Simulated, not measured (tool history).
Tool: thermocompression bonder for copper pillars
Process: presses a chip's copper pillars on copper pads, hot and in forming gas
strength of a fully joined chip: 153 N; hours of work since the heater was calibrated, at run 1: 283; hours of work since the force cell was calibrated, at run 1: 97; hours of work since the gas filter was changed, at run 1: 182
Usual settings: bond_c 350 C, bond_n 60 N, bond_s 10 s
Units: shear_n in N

| run | hour | bond_c | bond_n | bond_s | hours of work since the heater was calibrated | hours of work since the force cell was calibrated | hours of work since the gas filter was changed | shear_n |
|---|---|---|---|---|---|---|---|---|
| 1 | 0 | 350 | 60 | 10 | 283 | 97 | 182 | 49.2 |
| 2 | 7.8 | 350 | 60 | 10 | 286 | 100 | 185 | 49.2 |
| 3 | 16.8 | 350 | 60 | 10 | 290 | 104 | 189 | 49.8 |
| 4 | 26.2 | 350 | 60 | 16 | 294 | 108 | 193 | 60.6 |
| 5 | 33.1 | 350 | 60 | 10 | 297 | 111 | 196 | 49.5 |
| 6 | 42.1 | 350 | 60 | 10 | 301 | 114 | 199 | 48.2 |
| 7 | 47.7 | 350 | 60 | 10 | 303 | 117 | 202 | 49.6 |
| 8 | 57.3 | 350 | 60 | 11 | 307 | 121 | 206 | 50.5 |
| 9 | 62.5 | 350 | 60 | 11 | 309 | 123 | 208 | 51.4 |
| 10 | 69 | 350 | 60 | 11 | 312 | 126 | 210 | 52.8 |
| 11 | 77.3 | 350 | 60 | 11 | 315 | 129 | 214 | 50.2 |
| 12 | 86.7 | 350 | 60 | 17 | 319 | 133 | 218 | 59.7 |
|  | 89 | force cell calibrated |
| 13 | 96.8 | 350 | 60 | 21 | 323 | 3 | 221 | 65.9 |
| 14 | 102.1 | 350 | 60 | 15 | 325 | 5 | 224 | 57.5 |
| 15 | 112.1 | 350 | 60 | 15 | 329 | 10 | 228 | 58 |
|  | 115.5 | force cell calibrated, once more |
| 16 | 119.7 | 350 | 43 | 10 | 332 | 2 | 230 | 42 |
| 17 | 127.2 | 350 | 60 | 10 | 335 | 5 | 233 | 48.9 |
| 18 | 132.6 | 350 | 88 | 10 | 337 | 7 | 236 | 59 |
| 19 | 137 | 350 | 60 | 17 | 339 | 9 | 237 | 60.4 |
| 20 | 145.1 | 350 | 60 | 7 | 342 | 12 | 241 | 43.2 |
| 21 | 152.8 | 350 | 60 | 7 | 345 | 16 | 244 | 41.7 |
|  | 156.6 | forming gas filter changed |
| 22 | 158.3 | 344 | 65 | 10 | 347 | 18 | 1 | 51.4 |
| 23 | 162.8 | 344 | 65 | 10 | 349 | 19 | 3 | 52.6 |
| 24 | 170.9 | 336 | 51 | 10 | 353 | 23 | 6 | 42.7 |
| 25 | 177.7 | 330 | 66 | 12 | 355 | 26 | 9 | 50.4 |
| 26 | 186.8 | 376 | 60 | 10 | 359 | 29 | 13 | 62.1 |
| 27 | 195.8 | 376 | 70 | 13 | 363 | 33 | 16 | 74.8 |
| 28 | 203.1 | 351 | 60 | 10 | 366 | 36 | 19 | 50.8 |
| 29 | 209 | 351 | 60 | 7 | 368 | 39 | 22 | 45.4 |
| 30 | 213.6 | 351 | 60 | 7 | 370 | 41 | 24 | 44.2 |
| 31 | 218.6 | 326 | 78 | 12 | 372 | 43 | 26 | 52.4 |
| 32 | 227.1 | 342 | 44 | 19 | 376 | 46 | 29 | 54.3 |
| 33 | 235.4 | 350 | 42 | 16 | 379 | 50 | 33 | 51.3 |
| 34 | 240 | 344 | 45 | 22 | 381 | 51 | 35 | 58.6 |
| 35 | 249.4 | 344 | 45 | 22 | 385 | 55 | 39 | 58.3 |
| 36 | 253.7 | 326 | 63 | 16 | 387 | 57 | 40 | 51.5 |
| 37 | 259.2 | 363 | 41 | 13 | 389 | 59 | 43 | 53 |
| 38 | 266.2 | 350 | 73 | 11 | 392 | 62 | 46 | 58.4 |
| 39 | 274.3 | 350 | 73 | 23 | 396 | 66 | 49 | 76.1 |
| 40 | 283.5 | 341 | 55 | 16 | 399 | 70 | 53 | 54.1 |

Hidden state at the last listed run before each entry between runs and at the first one after, where it differs:
Between runs 12 and 13: force cell calibrated (hour 89)
  true temperature of the bond over the reading, C: -5.1 -> -5.2; force that reaches the chip, % of what is set: 99.3 -> 98.9; oxide that the forming gas leaves, % of the face: 6.24 -> 6.33
  measured less the result without the state, shear_n: -6.4 -> -7.1 N
Between runs 15 and 16: force cell calibrated, once more (hour 115.5)
  force that reaches the chip, % of what is set: 98.8 -> 99.7; oxide that the forming gas leaves, % of the face: 6.49 -> 6.55
  measured less the result without the state, shear_n: -6.5 -> -4.7 N
Between runs 21 and 22: forming gas filter changed (hour 156.6)
  true temperature of the bond over the reading, C: -5.5 -> -5.6; oxide that the forming gas leaves, % of the face: 6.9 -> 0.53
  measured less the result without the state, shear_n: -5.1 -> -2.5 N

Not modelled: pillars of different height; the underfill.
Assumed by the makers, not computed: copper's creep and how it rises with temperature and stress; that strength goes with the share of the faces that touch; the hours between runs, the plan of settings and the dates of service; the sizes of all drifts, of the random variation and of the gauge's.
